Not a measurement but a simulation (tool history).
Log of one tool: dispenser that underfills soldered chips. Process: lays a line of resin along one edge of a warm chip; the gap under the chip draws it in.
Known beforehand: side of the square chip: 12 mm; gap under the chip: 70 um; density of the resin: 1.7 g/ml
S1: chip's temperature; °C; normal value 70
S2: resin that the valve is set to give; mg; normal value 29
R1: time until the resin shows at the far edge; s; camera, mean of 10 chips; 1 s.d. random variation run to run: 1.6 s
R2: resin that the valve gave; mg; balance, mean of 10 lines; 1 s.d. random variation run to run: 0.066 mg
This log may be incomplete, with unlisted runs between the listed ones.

run 1 day=0 | S1=70 S2=29 | R1=180.6 R2=28.94
-- day=0.321 new syringe of resin
run 2 day=0.429 | S1=70 S2=29 | R1=177.1 R2=28.83
run 3 day=0.642 | S1=70 S2=29 | R1=211.2 R2=28.71
-- day=0.771 new syringe of resin
run 4 day=0.912 | S1=65 S2=29 | R1=219.3 R2=28.61
run 5 day=1.133 | S1=65 S2=29 | R1=264.8 R2=28.4
-- day=1.208 new syringe of resin
run 6 day=1.421 | S1=70 S2=26.2 | R1=194 R2=25.8
-- day=1.642 new syringe of resin
run 7 day=1.721 | S1=70 S2=26.2 | R1=173.5 R2=25.56
-- day=2.088 new syringe of resin
run 8 day=2.15 | S1=70 S2=29 | R1=166.2 R2=28.12
-- day=2.521 new syringe of resin
run 9 day=2.625 | S1=70 S2=29 | R1=178.2 R2=28
-- day=2.954 new syringe of resin
run 10 day=3.05 | S1=70 S2=29 | R1=175.9 R2=27.71
-- day=3.238 dispensing valve cleaned and set on the balance
run 11 day=3.296 | S1=70 S2=29 | R1=216 R2=28.84
-- day=3.45 new syringe of resin
run 12 day=3.762 | S1=70 S2=30.8 | R1=205 R2=30.61
-- day=3.925 new syringe of resin
run 13 day=4.1 | S1=70 S2=29 | R1=182.7 R2=28.7
-- day=4.354 new syringe of resin
run 14 day=4.533 | S1=70 S2=26.2 | R1=186.5 R2=25.68
-- day=4.783 new syringe of resin
run 15 day=5.033 | S1=70 S2=26.2 | R1=201.9 R2=25.51
-- day=5.229 new syringe of resin
run 16 day=5.488 | S1=70 S2=26.2 | R1=202.2 R2=25.38
-- day=5.662 new syringe of resin
run 17 day=5.729 | S1=70 S2=37.7 | R1=165.6 R2=36.49
-- day=6.096 new syringe of resin
run 18 day=6.2 | S1=70 S2=32.2 | R1=172.4 R2=30.78
-- day=6.542 new syringe of resin
run 19 day=6.542 | S1=70 S2=32.2 | R1=155.4 R2=30.59
-- day=6.621 dispensing valve cleaned and set on the balance
run 20 day=6.808 | S1=69 S2=30 | R1=195.1 R2=29.96
-- day=7.033 new syringe of resin
run 21 day=7.267 | S1=80 S2=31.2 | R1=133.4 R2=30.91
-- day=7.488 new syringe of resin
run 22 day=7.721 | S1=80 S2=31.2 | R1=134.1 R2=30.79
-- day=7.938 new syringe of resin
run 23 day=8.229 | S1=60 S2=29 | R1=282.8 R2=28.3
-- day=8.375 new syringe of resin
run 24 day=8.646 | S1=60 S2=29 | R1=284.2 R2=28.26
-- day=8.829 new syringe of resin
run 25 day=9.092 | S1=81 S2=34.2 | R1=131.5 R2=33.03
-- day=9.279 new syringe of resin
run 26 day=9.329 | S1=70 S2=25.6 | R1=162.9 R2=24.66
-- day=9.729 new syringe of resin
run 27 day=9.796 | S1=70 S2=25.6 | R1=169.3 R2=24.6
-- day=10.008 dispensing valve cleaned and set on the balance
-- day=10.208 new syringe of resin
run 28 day=10.212 | S1=70 S2=25.6 | R1=151.1 R2=25.41
run 29 day=10.483 | S1=65 S2=27.2 | R1=233.6 R2=26.99
-- day=10.662 new syringe of resin
run 30 day=10.775 | S1=73 S2=31.3 | R1=150.7 R2=30.88
-- day=11.1 new syringe of resin
run 31 day=11.183 | S1=73 S2=31.3 | R1=148.4 R2=30.74
-- day=11.538 new syringe of resin
run 32 day=11.558 | S1=58 S2=35.4 | R1=239.8 R2=34.71
run 33 day=11.842 | S1=67 S2=35.4 | R1=221.6 R2=34.52
-- day=11.975 new syringe of resin
run 34 day=12.25 | S1=78 S2=32.3 | R1=146.5 R2=31.41

Measured less the same run without the tool's hidden state. The same run-to-run variation is in both; the gauge's scatter may not be:
Hidden state at play: resin's viscosity, % of fresh resin's; dose that the valve gives, % of what is set; true chip temperature over the reading, C; drift of the gauge itself on fill_s, %; drift of the gauge itself on given_mg, %.
run=1 R1=+19.4 R2=-0.06
run=2 R1=+16 R2=-0.22
run=3 R1=+51.6 R2=-0.3
run=4 R1=+27.1 R2=-0.41
run=5 R1=+73.4 R2=-0.5
run=6 R1=+28.6 R2=-0.55
run=7 R1=+9.1 R2=-0.65
run=8 R1=+6.7 R2=-0.89
run=9 R1=+14.7 R2=-1.08
run=10 R1=+16.5 R2=-1.24
run=11 R1=+51.3 R2=-0.1
run=12 R1=+45 R2=-0.3
run=13 R1=+21.1 R2=-0.42
run=14 R1=+22 R2=-0.53
run=15 R1=+35.6 R2=-0.71
run=16 R1=+37.5 R2=-0.87
run=17 R1=+3.8 R2=-1.37
run=18 R1=+11.7 R2=-1.36
run=19 R1=-5.7 R2=-1.51
run=20 R1=+28.3 R2=-0.07
run=21 R1=+19.6 R2=-0.27
run=22 R1=+21.8 R2=-0.45
run=23 R1=+52 R2=-0.62
run=24 R1=+50.5 R2=-0.78
run=25 R1=+22.1 R2=-1.12
run=26 R1=+0.1 R2=-0.93
run=27 R1=+3.7 R2=-1.09
run=28 R1=-10.4 R2=-0.06
run=29 R1=+35.9 R2=-0.17
run=30 R1=+6.4 R2=-0.32
run=31 R1=+4.8 R2=-0.49
run=32 R1=-7.3 R2=-0.74
run=33 R1=+43.2 R2=-0.86
run=34 R1=+25.6 R2=-0.98

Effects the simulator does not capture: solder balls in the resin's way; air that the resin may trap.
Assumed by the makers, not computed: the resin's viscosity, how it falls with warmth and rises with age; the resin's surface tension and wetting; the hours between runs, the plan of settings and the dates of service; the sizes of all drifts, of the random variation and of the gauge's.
